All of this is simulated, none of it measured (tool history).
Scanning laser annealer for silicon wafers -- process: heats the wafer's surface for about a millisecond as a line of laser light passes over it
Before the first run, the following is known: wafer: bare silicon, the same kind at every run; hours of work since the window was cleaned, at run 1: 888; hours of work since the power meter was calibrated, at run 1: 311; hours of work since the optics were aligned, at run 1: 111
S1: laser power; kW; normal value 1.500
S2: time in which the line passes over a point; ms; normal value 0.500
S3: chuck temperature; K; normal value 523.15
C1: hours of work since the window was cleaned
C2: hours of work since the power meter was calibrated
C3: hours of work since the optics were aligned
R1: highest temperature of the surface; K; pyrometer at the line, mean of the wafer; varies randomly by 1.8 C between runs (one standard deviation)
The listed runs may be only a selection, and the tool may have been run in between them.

run,hour,S1,S2,S3,C1,C2,C3,R1
1,0.0,1.500,0.500,523.15,888,311,111,1307.15
2,10.3,1.500,0.500,523.15,894,318,118,1304.15
3,20.4,1.500,0.500,523.15,901,325,125,1303.15
4,42.1,1.500,0.500,523.15,915,339,139,1306.15
5,60.0,1.500,0.500,523.15,927,351,151,1301.15
6,79.4,1.500,0.500,523.15,940,363,164,1304.15
7,92.1,1.500,0.440,523.15,948,372,172,1247.15
8,108.9,1.500,0.440,523.15,959,383,183,1242.15
9,127.6,1.590,0.500,523.15,972,395,195,1358.15
10,141.1,1.590,0.500,523.15,980,404,204,1357.15
# hour 147.9: window over the wafer cleaned
11,158.7,1.590,0.500,523.15,7,414,214,1397.15
# hour 162.6: laser's power meter calibrated
12,172.1,1.590,0.500,523.15,14,6,221,1397.15
13,182.9,1.364,0.500,491.15,21,13,228,1220.15
14,202.7,1.441,0.394,562.15,34,26,241,1240.15
15,213.5,1.500,0.397,535.15,41,33,249,1244.15
16,231.5,1.366,0.421,535.15,53,45,260,1189.15
17,241.7,1.436,0.453,523.15,60,52,267,1251.15
# hour 249.1: laser's power meter calibrated, once more
18,266.7,1.610,0.453,523.15,74,12,281,1357.15
19,283.0,1.500,0.530,515.15,85,22,292,1351.15
20,302.8,1.369,0.530,520.15,98,35,305,1270.15
21,314.3,1.369,0.530,520.15,105,43,313,1267.15
22,327.0,1.365,0.500,523.15,114,51,321,1245.15
23,347.0,1.509,0.500,523.15,127,64,334,1334.15
24,361.1,1.562,0.500,523.15,136,74,344,1367.15

Some steps in R1 between neighbouring runs. How much of each would the tool show without its hidden state too (settings, what came in, random variation), and how much is left for the hidden state, with any gauge scatter that isn't in both results?
Unlogged tool condition in this case: light that passes the window, % of a clean one's; laser's true power over the reading, %; width of the line over the set one, %; drift of the gauge itself on peak_c, C.
Run 8 -> 9: S1 1.500 -> 1.590, S2 0.440 -> 0.500. R1 +116.00 K: hidden state -6.00, all else +122.00.
Run 10 -> 11: window over the wafer cleaned. R1 +40.00 K: hidden state +39.00, all else +1.00.
Run 12 -> 13: S1 1.590 -> 1.364, S3 523.15 -> 491.15. R1 -177.00 K: hidden state +0.00, all else -177.00.

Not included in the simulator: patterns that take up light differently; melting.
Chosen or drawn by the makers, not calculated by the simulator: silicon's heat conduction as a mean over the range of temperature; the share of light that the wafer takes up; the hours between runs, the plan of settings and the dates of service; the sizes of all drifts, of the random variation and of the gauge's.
